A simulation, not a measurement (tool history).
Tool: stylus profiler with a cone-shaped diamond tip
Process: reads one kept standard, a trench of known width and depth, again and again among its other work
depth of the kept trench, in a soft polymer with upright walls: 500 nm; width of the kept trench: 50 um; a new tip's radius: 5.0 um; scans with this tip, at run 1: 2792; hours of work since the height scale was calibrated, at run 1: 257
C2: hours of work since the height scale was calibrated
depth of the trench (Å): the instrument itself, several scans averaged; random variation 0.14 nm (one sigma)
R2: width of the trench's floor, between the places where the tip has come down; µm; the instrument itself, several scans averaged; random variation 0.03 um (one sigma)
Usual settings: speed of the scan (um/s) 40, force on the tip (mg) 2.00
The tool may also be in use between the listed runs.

Run 1, hour 0.0: usual settings; scans with this tip 2792; C2 257. Result: depth of the trench (Å) 5050.7, R2 45.08 µm.
Run 2, hour 51.3: usual settings; scans with this tip 3073; C2 283. Result: depth of the trench (Å) 5049.0, R2 45.05 µm.
Run 3, hour 133.9: usual settings; scans with this tip 3526; C2 325. Result: depth of the trench (Å) 5052.2, R2 44.98 µm.
Run 4, hour 229.2: usual settings; scans with this tip 4049; C2 373. Result: depth of the trench (Å) 5052.0, R2 44.96 µm.
Run 5, hour 304.3: usual settings but force on the tip (mg) 1.37; scans with this tip 4460; C2 411. Result: depth of the trench (Å) 5040.9, R2 44.91 µm.
Run 6, hour 379.4: usual settings but force on the tip (mg) 1.37; scans with this tip 4872; C2 449. Result: depth of the trench (Å) 5042.5, R2 44.88 µm.
Run 7, hour 439.5: usual settings but force on the tip (mg) 1.37; scans with this tip 5202; C2 479. Result: depth of the trench (Å) 5046.2, R2 44.85 µm.
Run 8, hour 536.2: usual settings but force on the tip (mg) 1.37; scans with this tip 5732; C2 528. Result: depth of the trench (Å) 5046.8, R2 44.80 µm.
Run 9, hour 583.3: usual settings but force on the tip (mg) 5.81; scans with this tip 5990; C2 552. Result: depth of the trench (Å) 5101.5, R2 44.90 µm.
Run 10, hour 638.8: usual settings but speed of the scan (um/s) 11; scans with this tip 6295; C2 580. Result: depth of the trench (Å) 5055.9, R2 44.95 µm.
Run 11, hour 730.6: usual settings but speed of the scan (um/s) 11; scans with this tip 6798; C2 626. Result: depth of the trench (Å) 5056.9, R2 44.94 µm.
Run 12, hour 794.3: usual settings but speed of the scan (um/s) 128; scans with this tip 7147; C2 658. Result: depth of the trench (Å) 5056.7, R2 44.21 µm.
Run 13, hour 868.4: usual settings but speed of the scan (um/s) 128; scans with this tip 7554; C2 696. Result: depth of the trench (Å) 5060.1, R2 44.14 µm.
Run 14, hour 939.1: usual settings but speed of the scan (um/s) 128; scans with this tip 7942; C2 732. Result: depth of the trench (Å) 5060.6, R2 44.12 µm.
Run 15, hour 1000.0: usual settings but force on the tip (mg) 5.42; scans with this tip 8275; C2 762. Result: depth of the trench (Å) 5104.0, R2 44.75 µm.
Run 16, hour 1104.4: usual settings but speed of the scan (um/s) 35, force on the tip (mg) 1.91; scans with this tip 8848; C2 815. Result: depth of the trench (Å) 5061.9, R2 44.61 µm.
Run 17, hour 1180.2: usual settings but speed of the scan (um/s) 35, force on the tip (mg) 1.91; scans with this tip 9264; C2 853. Result: depth of the trench (Å) 5061.6, R2 44.59 µm.
Run 18, hour 1265.3: usual settings but speed of the scan (um/s) 13, force on the tip (mg) 2.40; scans with this tip 9730; C2 896. Result: depth of the trench (Å) 5071.5, R2 44.67 µm.
Run 19, hour 1354.7: usual settings but speed of the scan (um/s) 13, force on the tip (mg) 2.40; scans with this tip 10221; C2 942. Result: depth of the trench (Å) 5071.3, R2 44.67 µm.
Run 20, hour 1436.2: usual settings but speed of the scan (um/s) 11, force on the tip (mg) 1.15; scans with this tip 10667; C2 983. Result: depth of the trench (Å) 5054.3, R2 44.62 µm.
Run 21, hour 1511.1: usual settings but speed of the scan (um/s) 25, force on the tip (mg) 1.01; scans with this tip 11078; C2 1021. Result: depth of the trench (Å) 5051.7, R2 44.42 µm.
Run 22, hour 1609.6: usual settings but speed of the scan (um/s) 55, force on the tip (mg) 0.98; scans with this tip 11619; C2 1070. Result: depth of the trench (Å) 5053.1, R2 44.18 µm.
Run 23, hour 1720.4: usual settings but speed of the scan (um/s) 17, force on the tip (mg) 1.59; scans with this tip 12226; C2 1126. Result: depth of the trench (Å) 5064.2, R2 44.45 µm.
Run 24, hour 1770.3: usual settings but speed of the scan (um/s) 17, force on the tip (mg) 1.59; scans with this tip 12499; C2 1152. Result: depth of the trench (Å) 5063.0, R2 44.46 µm.
Run 25, hour 1859.0: usual settings but speed of the scan (um/s) 104, force on the tip (mg) 0.84; scans with this tip 12986; C2 1196. Result: depth of the trench (Å) 5053.4, R2 43.58 µm.
Run 26, hour 1940.0: usual settings but speed of the scan (um/s) 11, force on the tip (mg) 0.84; scans with this tip 13430; C2 1237. Result: depth of the trench (Å) 5051.7, R2 44.38 µm.
Run 27, hour 1989.8: usual settings but speed of the scan (um/s) 16, force on the tip (mg) 1.33; scans with this tip 13703; C2 1262. Result: depth of the trench (Å) 5064.5, R2 44.36 µm.
At hour 2046.6: height scale calibrated on a step standard.
Run 28, hour 2058.2: usual settings but speed of the scan (um/s) 15, force on the tip (mg) 1.54; scans with this tip 14076; C2 6. Result: depth of the trench (Å) 5039.4, R2 44.35 µm.
Run 29, hour 2110.0: usual settings but speed of the scan (um/s) 15, force on the tip (mg) 0.77; scans with this tip 14360; C2 32. Result: depth of the trench (Å) 5023.8, R2 44.26 µm.

Forecast each of these 3 alternatives for the next run:
Run A, hour 2189.0: usual settings but speed of the scan (um/s) 65, force on the tip (mg) 1.74; scans with this tip 14793; C2 72. Result: depth of the trench (Å) ?, R2 ?.
Run B, hour 2189.0: usual settings but speed of the scan (um/s) 65, force on the tip (mg) 3.20; scans with this tip 14793; C2 72. Result: depth of the trench (Å) ?, R2 ?.
Run C, hour 2189.0: usual settings but speed of the scan (um/s) 69, force on the tip (mg) 4.31; scans with this tip 14793; C2 72. Result: depth of the trench (Å) ?, R2 ?.

run  depth of the trench (Å)     R2
  A                   5039.6  43.96
  B                   5059.5  44.08
  C                   5074.3  44.09
Without the tool's hidden state the same runs would have given:
run  depth of the trench (Å)     R2
  A                   5039.8  45.21
  B                   5059.7  45.34
  C                   5074.5  45.35
